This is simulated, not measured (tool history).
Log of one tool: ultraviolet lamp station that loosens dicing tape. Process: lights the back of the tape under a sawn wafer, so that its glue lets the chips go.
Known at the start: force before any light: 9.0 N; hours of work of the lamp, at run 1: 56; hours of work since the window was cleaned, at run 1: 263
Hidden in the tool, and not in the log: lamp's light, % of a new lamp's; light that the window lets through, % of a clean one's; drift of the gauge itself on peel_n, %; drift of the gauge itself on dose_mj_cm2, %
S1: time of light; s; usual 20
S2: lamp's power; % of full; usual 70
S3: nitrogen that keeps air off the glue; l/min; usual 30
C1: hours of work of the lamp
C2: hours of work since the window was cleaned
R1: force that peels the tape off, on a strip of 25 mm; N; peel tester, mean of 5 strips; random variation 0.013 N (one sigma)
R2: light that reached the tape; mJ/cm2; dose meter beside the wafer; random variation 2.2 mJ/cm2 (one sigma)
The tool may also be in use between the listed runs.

run,hour,S1,S2,S3,C1,C2,R1,R2
1,0.0,20,70,30,56,263,0.565,192
2,13.0,20,70,30,63,270,0.594,185
3,25.1,20,70,30,69,276,0.596,191
4,40.6,20,70,30,77,284,0.597,187
5,52.3,20,70,30,83,290,0.591,189
6,68.5,20,70,30,91,298,0.598,188
7,76.5,20,70,30,95,303,0.590,187
8,85.9,14,70,30,100,307,1.155,131
9,98.5,14,70,30,107,314,1.194,132
10,114.3,20,70,30,115,322,0.585,192
11,123.8,34,70,30,120,327,0.243,319
12,130.7,20,70,30,123,331,0.562,190
13,142.6,20,70,30,129,337,0.600,190
14,149.6,20,70,39,133,340,0.499,190
15,164.5,20,70,39,141,348,0.508,185
16,177.2,39,70,39,147,354,0.221,368
17,193.6,39,70,39,156,363,0.231,370
18,204.4,39,76,39,161,369,0.207,405
19,216.3,39,76,39,168,375,0.214,400
20,229.4,20,70,30,174,381,0.553,189
21,242.1,20,70,30,181,388,0.594,186
22,250.9,20,70,30,185,393,0.581,192
23,258.3,20,70,30,189,396,0.609,189
24,267.8,26,81,43,194,401,0.243,283
25,277.8,26,81,43,199,406,0.255,289
26,293.3,29,79,44,207,414,0.236,310
27,303.0,27,82,10,212,419,0.503,298
28,316.0,20,88,32,219,426,0.357,233
# hour 320.7: window cleaned of glue's vapour
29,332.6,20,70,29,227,6,0.604,186
30,347.2,29,67,30,235,14,0.314,264
31,362.1,29,67,30,242,21,0.313,262
32,377.1,29,67,30,250,29,0.322,263
33,384.8,38,100,30,254,33,0.212,511
34,398.2,38,100,58,261,40,0.203,509
35,409.2,38,81,9,267,46,0.296,414
36,421.4,38,61,9,273,52,0.492,313
37,435.6,35,78,19,280,59,0.257,371
38,443.7,24,89,28,285,63,0.288,287
39,459.5,20,70,33,293,72,0.545,186
40,472.1,20,70,33,299,78,0.569,191
41,479.7,12,84,60,303,82,0.775,139
42,494.0,12,84,60,311,89,0.760,133
43,509.8,12,66,23,319,98,1.894,107

How the hidden state differs across the entries between the runs, from the last listed run before each to the first after it:
Between runs 28 and 29: window cleaned of glue's vapour (hour 320.7)
  light that the window lets through, % of a clean one's: 99.9 -> 100

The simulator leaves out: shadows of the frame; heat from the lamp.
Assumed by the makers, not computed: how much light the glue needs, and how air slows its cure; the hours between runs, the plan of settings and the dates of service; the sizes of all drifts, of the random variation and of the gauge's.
